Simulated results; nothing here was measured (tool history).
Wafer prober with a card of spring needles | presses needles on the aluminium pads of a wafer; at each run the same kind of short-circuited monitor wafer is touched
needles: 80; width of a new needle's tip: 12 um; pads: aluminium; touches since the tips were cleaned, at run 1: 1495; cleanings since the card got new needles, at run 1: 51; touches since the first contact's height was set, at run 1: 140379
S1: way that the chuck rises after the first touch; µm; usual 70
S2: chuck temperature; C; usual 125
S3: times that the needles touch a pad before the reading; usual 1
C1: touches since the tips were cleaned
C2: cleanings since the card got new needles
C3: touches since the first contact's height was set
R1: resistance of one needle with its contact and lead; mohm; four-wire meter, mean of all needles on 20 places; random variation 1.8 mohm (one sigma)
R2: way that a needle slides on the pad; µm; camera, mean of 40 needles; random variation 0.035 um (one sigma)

{"run": 1, "hour": 0.0, "S1": 70, "S2": 125, "S3": 1, "C1": 1495, "C2": 51, "C3": 140379, "R1": 236, "R2": 15.56}
{"hour": 5.7, "done": "height of the first contact set anew"}
{"hour": 8.7, "done": "tips cleaned on abrasive film"}
{"run": 2, "hour": 16.8, "S1": 70, "S2": 125, "S3": 2, "C1": 1168, "C2": 52, "C3": 1580, "R1": 214, "R2": 16.26}
{"hour": 25.8, "done": "tips cleaned on abrasive film"}
{"hour": 43.6, "done": "tips cleaned on abrasive film"}
{"run": 3, "hour": 44.5, "S1": 83, "S2": 125, "S3": 1, "C1": 129, "C2": 54, "C3": 5513, "R1": 200, "R2": 19.34}
{"hour": 60.6, "done": "tips cleaned on abrasive film"}
{"hour": 79.9, "done": "tips cleaned on abrasive film"}
{"run": 4, "hour": 84.7, "S1": 70, "S2": 125, "S3": 1, "C1": 690, "C2": 56, "C3": 11249, "R1": 215, "R2": 16.17}
{"hour": 97.2, "done": "tips cleaned on abrasive film"}
{"run": 5, "hour": 111.3, "S1": 70, "S2": 125, "S3": 1, "C1": 2017, "C2": 57, "C3": 15041, "R1": 241, "R2": 16.21}
{"hour": 115.2, "done": "tips cleaned on abrasive film"}
{"hour": 131.4, "done": "tips cleaned on abrasive film"}
{"run": 6, "hour": 131.4, "S1": 70, "S2": 125, "S3": 1, "C1": 0, "C2": 59, "C3": 17892, "R1": 197, "R2": 16.13}
{"hour": 149.0, "done": "tips cleaned on abrasive film"}
{"hour": 166.3, "done": "tips cleaned on abrasive film"}
{"run": 7, "hour": 169.0, "S1": 70, "S2": 125, "S3": 1, "C1": 384, "C2": 61, "C3": 23237, "R1": 210, "R2": 16.15}
{"hour": 184.1, "done": "tips cleaned on abrasive film"}
{"run": 8, "hour": 195.1, "S1": 76, "S2": 82, "S3": 1, "C1": 1567, "C2": 62, "C3": 26960, "R1": 223, "R2": 17.42}
{"hour": 201.5, "done": "tips cleaned on abrasive film"}
{"hour": 218.4, "done": "tips cleaned on abrasive film"}
{"run": 9, "hour": 220.9, "S1": 76, "S2": 82, "S3": 1, "C1": 347, "C2": 64, "C3": 30625, "R1": 198, "R2": 17.45}

Run 10 comes next. What will it give?
{"hour": 237.5, "done": "tips cleaned on abrasive film"}
{"run": 10, "hour": 249.8, "S1": 76, "S2": 82, "S3": 1, "C1": 1756, "C2": 65, "C3": 34751, "R1": "?", "R2": "?"}

Run 10 gave R1 222 mohm, R2 17.38 µm.
Without the tool's hidden state the same run would have given R1 181 mohm, R2 17.57 µm.

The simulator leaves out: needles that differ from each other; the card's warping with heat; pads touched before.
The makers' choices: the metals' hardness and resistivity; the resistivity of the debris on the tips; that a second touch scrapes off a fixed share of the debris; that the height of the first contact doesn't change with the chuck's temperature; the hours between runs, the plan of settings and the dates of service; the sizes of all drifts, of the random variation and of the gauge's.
